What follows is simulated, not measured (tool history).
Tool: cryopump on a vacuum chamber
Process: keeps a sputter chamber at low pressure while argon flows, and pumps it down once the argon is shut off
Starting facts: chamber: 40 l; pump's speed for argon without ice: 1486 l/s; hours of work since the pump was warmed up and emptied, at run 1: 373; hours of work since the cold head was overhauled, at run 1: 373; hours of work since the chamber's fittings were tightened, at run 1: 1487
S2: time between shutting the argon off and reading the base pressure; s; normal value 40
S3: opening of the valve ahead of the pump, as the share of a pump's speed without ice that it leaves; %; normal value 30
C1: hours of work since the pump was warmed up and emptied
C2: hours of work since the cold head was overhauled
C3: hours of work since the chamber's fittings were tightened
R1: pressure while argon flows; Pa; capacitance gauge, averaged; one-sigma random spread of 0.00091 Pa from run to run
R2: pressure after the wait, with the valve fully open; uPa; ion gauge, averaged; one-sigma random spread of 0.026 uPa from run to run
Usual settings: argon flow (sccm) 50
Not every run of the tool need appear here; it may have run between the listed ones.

{"run": 1, "hour": 0.0, "argon flow (sccm)": 50, "S2": 40, "S3": 30, "C1": 373, "C2": 373, "C3": 1487, "R1": 0.1999, "R2": 1.58}
{"run": 2, "hour": 46.9, "argon flow (sccm)": 50, "S2": 40, "S3": 30, "C1": 412, "C2": 412, "C3": 1525, "R1": 0.1988, "R2": 1.55}
{"run": 3, "hour": 78.3, "argon flow (sccm)": 50, "S2": 40, "S3": 21, "C1": 438, "C2": 438, "C3": 1551, "R1": 0.2833, "R2": 1.55}
{"run": 4, "hour": 112.1, "argon flow (sccm)": 50, "S2": 40, "S3": 21, "C1": 466, "C2": 466, "C3": 1579, "R1": 0.2829, "R2": 1.61}
{"run": 5, "hour": 157.8, "argon flow (sccm)": 50, "S2": 40, "S3": 21, "C1": 504, "C2": 504, "C3": 1617, "R1": 0.2803, "R2": 1.62}
{"run": 6, "hour": 185.4, "argon flow (sccm)": 50, "S2": 40, "S3": 30, "C1": 526, "C2": 526, "C3": 1640, "R1": 0.2032, "R2": 1.57}
{"run": 7, "hour": 229.4, "argon flow (sccm)": 50, "S2": 40, "S3": 30, "C1": 563, "C2": 563, "C3": 1676, "R1": 0.2046, "R2": 1.62}
{"run": 8, "hour": 276.8, "argon flow (sccm)": 50, "S2": 87, "S3": 30, "C1": 602, "C2": 602, "C3": 1716, "R1": 0.2044, "R2": 1.19}
{"run": 9, "hour": 296.5, "argon flow (sccm)": 50, "S2": 87, "S3": 30, "C1": 618, "C2": 618, "C3": 1732, "R1": 0.2067, "R2": 1.19}
{"run": 10, "hour": 343.3, "argon flow (sccm)": 50, "S2": 40, "S3": 30, "C1": 657, "C2": 657, "C3": 1771, "R1": 0.2066, "R2": 1.67}
{"run": 11, "hour": 369.5, "argon flow (sccm)": 50, "S2": 40, "S3": 29, "C1": 679, "C2": 679, "C3": 1792, "R1": 0.2102, "R2": 1.68}
{"run": 12, "hour": 399.8, "argon flow (sccm)": 29, "S2": 40, "S3": 30, "C1": 704, "C2": 704, "C3": 1818, "R1": 0.1201, "R2": 1.76}
{"run": 13, "hour": 419.3, "argon flow (sccm)": 29, "S2": 40, "S3": 30, "C1": 720, "C2": 720, "C3": 1834, "R1": 0.1207, "R2": 1.75}
{"run": 14, "hour": 444.5, "argon flow (sccm)": 50, "S2": 40, "S3": 30, "C1": 741, "C2": 741, "C3": 1855, "R1": 0.208, "R2": 1.75}
{"run": 15, "hour": 466.1, "argon flow (sccm)": 50, "S2": 40, "S3": 30, "C1": 759, "C2": 759, "C3": 1872, "R1": 0.2109, "R2": 1.78}
{"run": 16, "hour": 498.4, "argon flow (sccm)": 50, "S2": 40, "S3": 30, "C1": 786, "C2": 786, "C3": 1899, "R1": 0.2099, "R2": 1.81}
{"run": 17, "hour": 541.9, "argon flow (sccm)": 50, "S2": 40, "S3": 30, "C1": 822, "C2": 822, "C3": 1935, "R1": 0.2113, "R2": 1.84}
{"run": 18, "hour": 570.3, "argon flow (sccm)": 50, "S2": 40, "S3": 17, "C1": 845, "C2": 845, "C3": 1959, "R1": 0.3559, "R2": 1.86}
{"run": 19, "hour": 613.5, "argon flow (sccm)": 65, "S2": 40, "S3": 30, "C1": 881, "C2": 881, "C3": 1994, "R1": 0.2772, "R2": 1.91}
{"run": 20, "hour": 655.1, "argon flow (sccm)": 65, "S2": 40, "S3": 30, "C1": 915, "C2": 915, "C3": 2029, "R1": 0.2805, "R2": 1.91}
{"run": 21, "hour": 676.5, "argon flow (sccm)": 63, "S2": 40, "S3": 19, "C1": 933, "C2": 933, "C3": 2047, "R1": 0.4137, "R2": 1.9}
{"run": 22, "hour": 700.5, "argon flow (sccm)": 63, "S2": 40, "S3": 19, "C1": 953, "C2": 953, "C3": 2067, "R1": 0.4109, "R2": 1.82}
{"hour": 735.7, "done": "pump warmed up, emptied and cooled again"}
{"run": 23, "hour": 746.6, "argon flow (sccm)": 90, "S2": 61, "S3": 57, "C1": 9, "C2": 987, "C3": 2101, "R1": 0.1819, "R2": 1.33}
{"run": 24, "hour": 778.8, "argon flow (sccm)": 90, "S2": 61, "S3": 57, "C1": 36, "C2": 1014, "C3": 2127, "R1": 0.183, "R2": 1.31}
{"run": 25, "hour": 805.6, "argon flow (sccm)": 90, "S2": 61, "S3": 57, "C1": 58, "C2": 1036, "C3": 2149, "R1": 0.1837, "R2": 1.29}
{"run": 26, "hour": 848.6, "argon flow (sccm)": 91, "S2": 158, "S3": 28, "C1": 94, "C2": 1071, "C3": 2185, "R1": 0.3744, "R2": 0.96}
{"run": 27, "hour": 875.2, "argon flow (sccm)": 46, "S2": 40, "S3": 36, "C1": 116, "C2": 1093, "C3": 2207, "R1": 0.148, "R2": 1.67}
{"run": 28, "hour": 918.2, "argon flow (sccm)": 66, "S2": 114, "S3": 32, "C1": 151, "C2": 1129, "C3": 2243, "R1": 0.239, "R2": 1.04}
{"run": 29, "hour": 963.0, "argon flow (sccm)": 66, "S2": 114, "S3": 59, "C1": 188, "C2": 1166, "C3": 2280, "R1": 0.1341, "R2": 1.08}
{"run": 30, "hour": 988.1, "argon flow (sccm)": 98, "S2": 194, "S3": 26, "C1": 209, "C2": 1187, "C3": 2301, "R1": 0.4383, "R2": 0.94}
{"run": 31, "hour": 1024.3, "argon flow (sccm)": 50, "S2": 40, "S3": 46, "C1": 239, "C2": 1217, "C3": 2331, "R1": 0.1298, "R2": 1.73}
{"run": 32, "hour": 1065.1, "argon flow (sccm)": 50, "S2": 40, "S3": 46, "C1": 273, "C2": 1251, "C3": 2364, "R1": 0.1292, "R2": 1.76}
{"run": 33, "hour": 1085.9, "argon flow (sccm)": 25, "S2": 35, "S3": 20, "C1": 290, "C2": 1268, "C3": 2381, "R1": 0.1469, "R2": 1.91}
{"run": 34, "hour": 1111.2, "argon flow (sccm)": 25, "S2": 35, "S3": 20, "C1": 311, "C2": 1289, "C3": 2402, "R1": 0.1462, "R2": 1.87}

Below, each run's measurement less what the same run would have read without the hidden state. Both values contain the same run-to-run variation, but the gauge's scatter may not be the same in both:
The tool's hidden condition here consists of: pump's speed, % of a pump's without ice; cold plate's temperature, K; leak into the chamber, uPa l/s; drift of the gauge itself on working_pa, %; drift of the gauge itself on base_upa, %.
run=1 R1=+0.0094 R2=+0.43
run=2 R1=+0.0104 R2=+0.45
run=3 R1=+0.0111 R2=+0.46
run=4 R1=+0.0119 R2=+0.49
run=5 R1=+0.0129 R2=+0.49
run=6 R1=+0.0136 R2=+0.51
run=7 R1=+0.0147 R2=+0.53
run=8 R1=+0.0159 R2=+0.56
run=9 R1=+0.0165 R2=+0.57
run=10 R1=+0.0176 R2=+0.59
run=11 R1=+0.018 R2=+0.6
run=12 R1=+0.011 R2=+0.63
run=13 R1=+0.0113 R2=+0.64
run=14 R1=+0.0201 R2=+0.65
run=15 R1=+0.0208 R2=+0.66
run=16 R1=+0.0217 R2=+0.69
run=17 R1=+0.0231 R2=+0.72
run=18 R1=+0.0239 R2=+0.73
run=19 R1=+0.0328 R2=+0.76
run=20 R1=+0.0347 R2=+0.78
run=21 R1=+0.0347 R2=+0.8
run=22 R1=+0.0354 R2=+0.79
run=23 R1=+0.0021 R2=+0.49
run=24 R1=+0.003 R2=+0.51
run=25 R1=+0.0039 R2=+0.51
run=26 R1=+0.0052 R2=+0.54
run=27 R1=+0.003 R2=+0.55
run=28 R1=+0.0053 R2=+0.54
run=29 R1=+0.0066 R2=+0.57
run=30 R1=+0.0106 R2=+0.59
run=31 R1=+0.0061 R2=+0.6
run=32 R1=+0.0069 R2=+0.63
run=33 R1=+0.0037 R2=+0.66
run=34 R1=+0.004 R2=+0.65
